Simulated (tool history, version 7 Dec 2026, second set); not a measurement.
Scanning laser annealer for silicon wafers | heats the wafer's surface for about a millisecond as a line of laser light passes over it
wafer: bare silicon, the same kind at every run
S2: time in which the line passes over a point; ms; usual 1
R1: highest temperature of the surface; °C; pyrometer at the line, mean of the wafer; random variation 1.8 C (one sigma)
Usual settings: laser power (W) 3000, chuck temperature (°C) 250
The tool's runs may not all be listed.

Run 1, hour 0: usual settings. Result: R1 1062 °C.
Run 2, hour 64.2: usual settings. Result: R1 1069 °C.
Run 3, hour 150.3: usual settings but chuck temperature (°C) 277. Result: R1 1090 °C.
Run 4, hour 186.4: usual settings but chuck temperature (°C) 277. Result: R1 1089 °C.
Run 5, hour 247.8: usual settings but chuck temperature (°C) 277. Result: R1 1090 °C.
Run 6, hour 324.8: usual settings but chuck temperature (°C) 277. Result: R1 1092 °C.
At hour 416: window over the wafer cleaned.
Run 7, hour 416: usual settings. Result: R1 1069 °C.
Run 8, hour 457.8: usual settings but laser power (W) 3203. Result: R1 1117 °C.
Run 9, hour 544.1: usual settings but laser power (W) 3203. Result: R1 1119 °C.
At hour 603.5: optics aligned, line set to its width.
Run 10, hour 615.6: usual settings but laser power (W) 3203. Result: R1 1120 °C.
Run 11, hour 684.2: usual settings but laser power (W) 3203. Result: R1 1122 °C.
Run 12, hour 745.5: usual settings but laser power (W) 3203. Result: R1 1122 °C.
Run 13, hour 785.3: usual settings but laser power (W) 3203. Result: R1 1119 °C.
Run 14, hour 851.3: usual settings but laser power (W) 3203. Result: R1 1117 °C.
Run 15, hour 907.4: usual settings but laser power (W) 3203, chuck temperature (°C) 260. Result: R1 1128 °C.
Run 16, hour 947.1: usual settings. Result: R1 1067 °C.
Run 17, hour 1030.7: usual settings. Result: R1 1066 °C.
Run 18, hour 1094.7: usual settings. Result: R1 1062 °C.
Run 19, hour 1142: usual settings. Result: R1 1067 °C.
Run 20, hour 1230.4: usual settings. Result: R1 1066 °C.
Run 21, hour 1283.3: usual settings. Result: R1 1065 °C.
Run 22, hour 1347: usual settings but laser power (W) 2667, chuck temperature (°C) 237. Result: R1 963 °C.
Run 23, hour 1410: usual settings but laser power (W) 3044, S2 0.72 ms. Result: R1 935 °C.
At hour 1438.6: window over the wafer cleaned.
Run 24, hour 1457.2: usual settings but laser power (W) 3044, S2 0.72 ms. Result: R1 933 °C.
Run 25, hour 1541.5: usual settings but laser power (W) 3044, S2 0.72 ms. Result: R1 931 °C.
Run 26, hour 1602.3: usual settings but laser power (W) 3044, S2 0.72 ms. Result: R1 933 °C.
Run 27, hour 1663.8: usual settings but laser power (W) 2727, S2 0.73 ms, chuck temperature (°C) 220. Result: R1 840 °C.
Run 28, hour 1750.4: usual settings but laser power (W) 2727, S2 0.73 ms, chuck temperature (°C) 220. Result: R1 838 °C.
Run 29, hour 1826.6: usual settings but laser power (W) 2727, S2 0.73 ms, chuck temperature (°C) 220. Result: R1 837 °C.
Run 30, hour 1899.3: usual settings but laser power (W) 2727, S2 0.73 ms, chuck temperature (°C) 220. Result: R1 836 °C.
Run 31, hour 1981.4: usual settings but laser power (W) 3190, S2 0.99 ms. Result: R1 1112 °C.
Run 32, hour 2071.1: usual settings but laser power (W) 2889, S2 0.78 ms, chuck temperature (°C) 230. Result: R1 906 °C.
Run 33, hour 2115.9: usual settings but laser power (W) 2606, S2 0.77 ms, chuck temperature (°C) 219. Result: R1 828 °C.
Run 34, hour 2203.4: usual settings but laser power (W) 3112, S2 0.77 ms, chuck temperature (°C) 278. Result: R1 1003 °C.
Run 35, hour 2239.6: usual settings but laser power (W) 3112, S2 0.77 ms, chuck temperature (°C) 278. Result: R1 1004 °C.
Run 36, hour 2283.7: usual settings but laser power (W) 3112, S2 0.77 ms, chuck temperature (°C) 278. Result: R1 1003 °C.
Run 37, hour 2335.5: usual settings but laser power (W) 2923. Result: R1 1041 °C.
Run 38, hour 2414.9: usual settings but laser power (W) 3202, chuck temperature (°C) 280. Result: R1 1148 °C.
At hour 2459.8: window over the wafer cleaned.
Run 39, hour 2473.4: usual settings but laser power (W) 3292, S2 0.73 ms, chuck temperature (°C) 231. Result: R1 977 °C.
Run 40, hour 2523.6: usual settings but laser power (W) 3261, S2 0.99 ms, chuck temperature (°C) 231. Result: R1 1113 °C.
Run 41, hour 2611.1: usual settings but laser power (W) 2851, S2 0.99 ms, chuck temperature (°C) 223. Result: R1 993 °C.

Forecast each of these 4 alternatives for the next run:
Run A, hour 2685.2: usual settings but laser power (W) 3247, S2 0.9 ms, chuck temperature (°C) 284. Result: R1 ?.
Run B, hour 2685.2: usual settings but laser power (W) 2851, S2 1.18 ms, chuck temperature (°C) 223. Result: R1 ?.
Run C, hour 2685.2: usual settings but laser power (W) 2851, S2 0.77 ms, chuck temperature (°C) 223. Result: R1 ?.
Run D, hour 2685.2: usual settings but laser power (W) 2851, S2 0.99 ms, chuck temperature (°C) 236. Result: R1 ?.

run    R1
  A  1110
  B  1074
  C   886
  D  1003
Without the tool's hidden state the same runs would have given:
run    R1
  A  1111
  B  1074
  C   887
  D  1003
